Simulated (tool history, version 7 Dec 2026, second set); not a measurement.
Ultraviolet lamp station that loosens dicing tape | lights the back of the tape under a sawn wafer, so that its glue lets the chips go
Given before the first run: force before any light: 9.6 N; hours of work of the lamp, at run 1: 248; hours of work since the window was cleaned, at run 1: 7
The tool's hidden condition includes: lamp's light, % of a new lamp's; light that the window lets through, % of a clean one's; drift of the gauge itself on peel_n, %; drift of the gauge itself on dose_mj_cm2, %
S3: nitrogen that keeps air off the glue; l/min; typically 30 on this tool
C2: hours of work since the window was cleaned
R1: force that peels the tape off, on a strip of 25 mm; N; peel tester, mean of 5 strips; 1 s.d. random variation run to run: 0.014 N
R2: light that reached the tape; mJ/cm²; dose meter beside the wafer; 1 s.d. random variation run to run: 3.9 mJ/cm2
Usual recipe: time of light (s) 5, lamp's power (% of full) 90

run 1 hour=0.0 | time_of_light_(s)=5 lamp's_power_(%_of_full)=90 S3=30 | hours_of_work_of_the_lamp=248 C2=7 | R1=0.768 R2=619
run 2 hour=11.7 | time_of_light_(s)=5 lamp's_power_(%_of_full)=90 S3=30 | hours_of_work_of_the_lamp=254 C2=13 | R1=0.789 R2=609
run 3 hour=21.2 | time_of_light_(s)=5 lamp's_power_(%_of_full)=90 S3=30 | hours_of_work_of_the_lamp=259 C2=18 | R1=0.799 R2=608
run 4 hour=30.8 | time_of_light_(s)=5 lamp's_power_(%_of_full)=90 S3=15 | hours_of_work_of_the_lamp=263 C2=22 | R1=1.109 R2=600
run 5 hour=40.3 | time_of_light_(s)=5 lamp's_power_(%_of_full)=90 S3=57 | hours_of_work_of_the_lamp=268 C2=27 | R1=0.648 R2=603
run 6 hour=48.2 | time_of_light_(s)=5 lamp's_power_(%_of_full)=90 S3=57 | hours_of_work_of_the_lamp=272 C2=31 | R1=0.631 R2=603
run 7 hour=57.7 | time_of_light_(s)=5 lamp's_power_(%_of_full)=90 S3=57 | hours_of_work_of_the_lamp=277 C2=36 | R1=0.658 R2=602
run 8 hour=66.5 | time_of_light_(s)=5 lamp's_power_(%_of_full)=70 S3=30 | hours_of_work_of_the_lamp=282 C2=41 | R1=1.364 R2=466
run 9 hour=79.3 | time_of_light_(s)=5 lamp's_power_(%_of_full)=70 S3=30 | hours_of_work_of_the_lamp=288 C2=47 | R1=1.436 R2=464
run 10 hour=92.7 | time_of_light_(s)=4 lamp's_power_(%_of_full)=72 S3=34 | hours_of_work_of_the_lamp=295 C2=54 | R1=1.853 R2=382
run 11 hour=105.5 | time_of_light_(s)=4 lamp's_power_(%_of_full)=72 S3=34 | hours_of_work_of_the_lamp=301 C2=60 | R1=1.884 R2=382
run 12 hour=114.7 | time_of_light_(s)=5 lamp's_power_(%_of_full)=81 S3=37 | hours_of_work_of_the_lamp=306 C2=65 | R1=0.968 R2=531
run 13 hour=124.2 | time_of_light_(s)=2 lamp's_power_(%_of_full)=90 S3=30 | hours_of_work_of_the_lamp=311 C2=70 | R1=3.542 R2=234

What if the next run were any one of these 5? Each begins from the tool's condition after run 13:
run A hour=131.3 | time_of_light_(s)=2 lamp's_power_(%_of_full)=88 S3=47 | hours_of_work_of_the_lamp=314 C2=73 | R1=? R2=?
run B hour=131.3 | time_of_light_(s)=2 lamp's_power_(%_of_full)=86 S3=35 | hours_of_work_of_the_lamp=314 C2=73 | R1=? R2=?
run C hour=131.3 | time_of_light_(s)=5 lamp's_power_(%_of_full)=75 S3=22 | hours_of_work_of_the_lamp=314 C2=73 | R1=? R2=?
run D hour=131.3 | time_of_light_(s)=5 lamp's_power_(%_of_full)=68 S3=30 | hours_of_work_of_the_lamp=314 C2=73 | R1=? R2=?
run E hour=131.3 | time_of_light_(s)=2 lamp's_power_(%_of_full)=93 S3=44 | hours_of_work_of_the_lamp=314 C2=73 | R1=? R2=?

run=A R1=3.424 R2=228
run=B R1=3.699 R2=224
run=C R1=1.397 R2=491
run=D R1=1.523 R2=443
run=E R1=3.360 R2=245
Without the tool's hidden state the same runs would have given:
run=A R1=3.029 R2=256
run=B R1=3.297 R2=251
run=C R1=1.120 R2=550
run=D R1=1.231 R2=497
run=E R1=2.956 R2=275
